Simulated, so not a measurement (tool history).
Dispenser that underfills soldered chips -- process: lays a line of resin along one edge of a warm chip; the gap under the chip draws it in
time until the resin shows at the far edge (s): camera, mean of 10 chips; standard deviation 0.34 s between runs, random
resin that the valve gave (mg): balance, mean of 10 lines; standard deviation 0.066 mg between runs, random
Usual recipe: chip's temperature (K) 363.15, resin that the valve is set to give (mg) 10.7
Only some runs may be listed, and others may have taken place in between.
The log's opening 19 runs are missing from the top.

| run | hour | chip's temperature (K) | resin that the valve is set to give (mg) | hours of work since the syringe was changed | hours of work since the valve was cleaned | hours of work since the stage was calibrated | time until the resin shows at the far edge (s) | resin that the valve gave (mg) |
|---|---|---|---|---|---|---|---|---|
|  | 113.3 | new syringe of resin |
| 20 | 116 | 356.15 | 13.8 | 2 | 91 | 250 | 23.3 | 12.72 |
| 21 | 122.1 | 366.15 | 12.4 | 7 | 96 | 255 | 20.2 | 11.48 |
|  | 127.8 | new syringe of resin |
| 22 | 129.2 | 363.15 | 11.5 | 1 | 101 | 260 | 17.2 | 10.47 |
| 23 | 136.1 | 366.15 | 11.6 | 6 | 106 | 265 | 19.8 | 10.53 |
|  | 142.1 | new syringe of resin |
| 24 | 145.2 | 359.15 | 10.2 | 2 | 113 | 272 | 22.4 | 9.3 |
| 25 | 148.8 | 359.15 | 10.2 | 5 | 115 | 274 | 25.3 | 9.12 |
|  | 156.6 | new syringe of resin |
| 26 | 157.6 | 375.15 | 13.4 | 1 | 122 | 281 | 11.3 | 12.11 |
| 27 | 162 | 375.15 | 13.4 | 4 | 125 | 284 | 11.9 | 11.93 |
| 28 | 168.4 | 375.15 | 13.4 | 9 | 130 | 289 | 15.3 | 11.87 |
|  | 170.9 | new syringe of resin |
| 29 | 175 | 373.15 | 11.1 | 3 | 135 | 293 | 13 | 9.75 |
|  | 180.7 | dispensing valve cleaned and set on the balance |
| 30 | 182 | 376.15 | 12.9 | 8 | 1 | 298 | 14.6 | 12.96 |
|  | 186.2 | new syringe of resin |
| 31 | 188.5 | 371.15 | 9.3 | 2 | 6 | 303 | 13.9 | 9.19 |
| 32 | 195.5 | 365.15 | 11 | 7 | 11 | 308 | 21 | 10.78 |
| 33 | 199.6 | 365.15 | 11 | 10 | 14 | 311 | 24.8 | 10.84 |
|  | 200.4 | new syringe of resin |
| 34 | 208.6 | 365.15 | 11 | 6 | 20 | 317 | 20.5 | 10.84 |
| 35 | 212.4 | 365.15 | 11 | 9 | 23 | 320 | 23.4 | 10.72 |
|  | 214.8 | new syringe of resin |
| 36 | 219.6 | 371.15 | 9.3 | 4 | 28 | 325 | 15.2 | 9 |

What if the next run were any one of these 3? Each begins from the tool's condition after run 36:
| A | 223.2 | 363.15 | 9.3 | 6 | 31 | 328 | ? | ? |
| B | 223.2 | 371.15 | 9.2 | 6 | 31 | 328 | ? | ? |
| C | 223.2 | 371.15 | 10 | 6 | 31 | 328 | ? | ? |

| run | time until the resin shows at the far edge (s) | resin that the valve gave (mg) |
|---|---|---|
| A | 23.4 | 8.97 |
| B | 16.9 | 8.89 |
| C | 16.4 | 9.82 |
With the hidden condition removed and each run's random variation left untouched, the same runs would have given:
| run | time until the resin shows at the far edge (s) | resin that the valve gave (mg) |
|---|---|---|
| A | 16.1 | 9.24 |
| B | 11.5 | 9.16 |
| C | 11.2 | 10.11 |
